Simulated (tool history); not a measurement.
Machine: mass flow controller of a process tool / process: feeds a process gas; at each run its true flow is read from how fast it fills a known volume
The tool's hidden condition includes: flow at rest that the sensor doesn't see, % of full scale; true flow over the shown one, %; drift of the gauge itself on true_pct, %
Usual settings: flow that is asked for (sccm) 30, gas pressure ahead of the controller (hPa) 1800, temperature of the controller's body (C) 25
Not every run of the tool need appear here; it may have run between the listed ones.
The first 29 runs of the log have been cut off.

run,hour,flow that is asked for (sccm),gas pressure ahead of the controller (hPa),temperature of the controller's body (C),hours of work since the controller was set to zero,hours of work since the controller was changed,true flow (%)
30,2580.5,40,2270,29,735,3819,99.24
31,2665.2,40,2270,29,791,3875,99.26
32,2770.4,30,1800,28,862,3946,98.91
33,2866.9,30,1800,28,926,4010,99.09
34,2927.0,30,1800,28,966,4050,99.05
35,3046.7,79,1800,38,1046,4130,98.97
36,3160.6,20,1950,28,1122,4207,98.84
37,3242.3,19,2090,21,1177,4261,99.70
38,3325.5,81,1630,32,1233,4317,99.69
39,3434.6,77,2030,28,1306,4390,100.13

What will run 40 give?
40,3519.1,51,1660,25,1362,4446,?

{"run 40": {"true flow (%)": 99.77}}
With the hidden condition absent and the run-to-run variation left alone, this run would have shown true flow (%) 98.97.
